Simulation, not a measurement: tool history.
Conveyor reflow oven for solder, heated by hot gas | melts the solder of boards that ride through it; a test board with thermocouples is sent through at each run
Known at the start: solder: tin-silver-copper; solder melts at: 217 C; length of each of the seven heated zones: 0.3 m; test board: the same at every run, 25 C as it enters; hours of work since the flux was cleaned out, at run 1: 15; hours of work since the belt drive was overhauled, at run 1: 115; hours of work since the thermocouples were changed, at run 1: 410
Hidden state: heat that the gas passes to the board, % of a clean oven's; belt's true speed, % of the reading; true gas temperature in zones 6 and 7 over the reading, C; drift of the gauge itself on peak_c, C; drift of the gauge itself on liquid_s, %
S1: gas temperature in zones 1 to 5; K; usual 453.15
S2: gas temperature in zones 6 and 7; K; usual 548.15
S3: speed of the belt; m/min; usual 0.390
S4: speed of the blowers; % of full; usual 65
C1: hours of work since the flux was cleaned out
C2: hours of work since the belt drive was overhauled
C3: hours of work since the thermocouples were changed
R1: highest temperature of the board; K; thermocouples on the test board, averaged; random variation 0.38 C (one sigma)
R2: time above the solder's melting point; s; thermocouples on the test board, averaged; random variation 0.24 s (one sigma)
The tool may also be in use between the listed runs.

run	hour	S1	S2	S3	S4	C1	C2	C3	R1	R2
1	0.0	453.15	548.15	0.390	65	15	115	410	529.95	75.9
2	9.8	453.15	548.15	0.373	65	22	122	417	532.35	80.9
3	31.1	453.15	548.15	0.373	65	37	137	432	531.75	80.6
4	40.7	453.15	548.15	0.390	65	44	144	439	529.95	75.7
5	56.9	453.15	548.15	0.390	65	55	155	450	530.45	75.8
6	80.4	450.15	548.15	0.390	65	71	171	467	530.05	73.9
7	99.3	450.15	548.15	0.390	65	84	184	480	529.45	73.9
8	111.5	453.15	536.15	0.361	85	93	193	488	525.85	80.1
9	122.7	453.15	536.15	0.361	85	101	201	496	525.95	80.1
10	142.8	453.15	536.15	0.361	85	115	215	510	524.95	79.6
11	157.1	441.15	548.15	0.390	75	125	225	520	530.45	71.2
12	180.0	465.15	553.15	0.364	62	141	241	536	537.05	92.4
13	195.8	465.15	537.15	0.364	61	152	252	547	522.75	82.2
14	208.5	465.15	537.15	0.364	61	161	261	556	522.85	82.7

Some steps in R1 between neighbouring runs. How much of each would the tool show without its hidden state too (settings, what came in, random variation), and how much is left for the hidden state, with any gauge scatter that isn't in both results?
Run 10 -> 11: S1 453.15 -> 441.15, S2 536.15 -> 548.15, S3 0.361 -> 0.390, S4 85 -> 75. R1 +5.50 K: hidden state -0.20, all else +5.70.
Run 12 -> 13: S2 553.15 -> 537.15, S4 62 -> 61. R1 -14.30 K: hidden state +0.00, all else -14.30.

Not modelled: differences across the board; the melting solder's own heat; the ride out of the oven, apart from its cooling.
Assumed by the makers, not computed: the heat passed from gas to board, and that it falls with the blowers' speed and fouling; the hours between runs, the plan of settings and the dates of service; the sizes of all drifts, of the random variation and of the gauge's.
